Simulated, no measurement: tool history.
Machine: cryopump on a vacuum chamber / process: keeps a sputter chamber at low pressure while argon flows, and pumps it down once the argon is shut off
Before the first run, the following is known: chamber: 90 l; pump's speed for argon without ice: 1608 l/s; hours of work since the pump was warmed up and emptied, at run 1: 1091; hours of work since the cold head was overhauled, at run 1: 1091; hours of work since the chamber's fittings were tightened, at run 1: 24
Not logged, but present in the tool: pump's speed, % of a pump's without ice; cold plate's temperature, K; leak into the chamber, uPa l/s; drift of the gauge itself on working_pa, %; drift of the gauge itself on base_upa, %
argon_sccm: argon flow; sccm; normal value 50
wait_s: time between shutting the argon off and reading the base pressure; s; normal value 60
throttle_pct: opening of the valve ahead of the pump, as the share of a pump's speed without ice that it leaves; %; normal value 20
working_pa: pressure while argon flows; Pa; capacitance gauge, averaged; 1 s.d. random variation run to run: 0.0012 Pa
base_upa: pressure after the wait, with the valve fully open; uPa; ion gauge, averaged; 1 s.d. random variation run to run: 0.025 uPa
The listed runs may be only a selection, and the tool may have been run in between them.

run	hour	argon_sccm	wait_s	throttle_pct	hours of work since the pump was warmed up and emptied	hours of work since the cold head was overhauled	hours of work since the chamber's fittings were tightened	working_pa	base_upa
1	0	50	60	20	1091	1091	24	0.2839	1.08
2	40.4	50	60	20	1111	1111	43	0.2848	1.13
# hour 85.6: pump warmed up, emptied and cooled again
3	120.1	50	60	20	16	1146	79	0.263	1.11
4	162.3	50	60	20	37	1167	99	0.2643	1.06
5	195.8	50	60	20	53	1183	115	0.2637	1.09
6	244.1	50	60	20	76	1206	138	0.263	1.1
7	315.2	50	60	20	110	1240	172	0.2663	1.1
8	364	50	60	20	133	1263	195	0.2666	1.19
9	413.4	50	60	20	157	1287	219	0.2664	1.13
10	448.8	50	60	20	173	1303	236	0.2656	1.14
11	486.4	50	60	20	191	1321	254	0.2651	1.17
12	540.4	50	60	20	217	1347	280	0.2662	1.16
13	596.9	50	60	19	244	1374	307	0.2825	1.18
14	630.2	50	21	20	260	1390	322	0.2698	2.71
15	701.7	83	21	20	294	1424	357	0.4468	2.76
16	766.6	50	60	31	325	1455	388	0.1772	1.21
17	831.7	50	60	21	356	1486	419	0.2583	1.2
18	889.5	48	95	56	384	1514	446	0.0976	0.93
19	919.8	26	60	56	398	1528	461	0.0536	1.23
20	950	26	60	56	413	1543	475	0.0523	1.29
21	994	85	147	30	434	1564	496	0.3127	0.78
22	1058.6	85	147	30	465	1595	527	0.3116	0.81
23	1129.8	85	147	30	499	1629	561	0.314	0.84
24	1200.3	85	147	30	532	1662	595	0.3155	0.81
25	1243.3	85	147	30	553	1683	615	0.3161	0.79
26	1290.4	85	147	30	575	1705	638	0.3167	0.85
27	1343.7	85	147	30	601	1731	663	0.3164	0.87
28	1413.6	85	147	30	634	1764	697	0.32	0.91
29	1476.5	25	210	16	664	1794	727	0.1695	0.78
30	1521.7	65	38	43	686	1816	748	0.177	1.86
31	1556.3	89	142	57	702	1832	765	0.1876	0.92
32	1600.4	70	278	15	723	1853	786	0.5102	0.77
33	1636.5	68	60	20	741	1871	803	0.3759	1.46
34	1707.2	22	182	20	774	1904	837	0.123	0.92

Each row is a separate what-if for the run after 34, all from the same tool condition, not one after another. Results?
A	1739.8	70	109	15	790	1920	852	?	?
B	1739.8	64	29	33	790	1920	852	?	?
C	1739.8	97	47	40	790	1920	852	?	?
D	1739.8	28	70	20	790	1920	852	?	?

run	working_pa	base_upa
A	0.5133	1.13
B	0.2229	2.47
C	0.2847	1.73
D	0.1578	1.39
What these runs would have given with no unlogged condition in the tool:
run	working_pa	base_upa
A	0.4912	0.69
B	0.2028	2.02
C	0.2543	1.28
D	0.1489	0.94
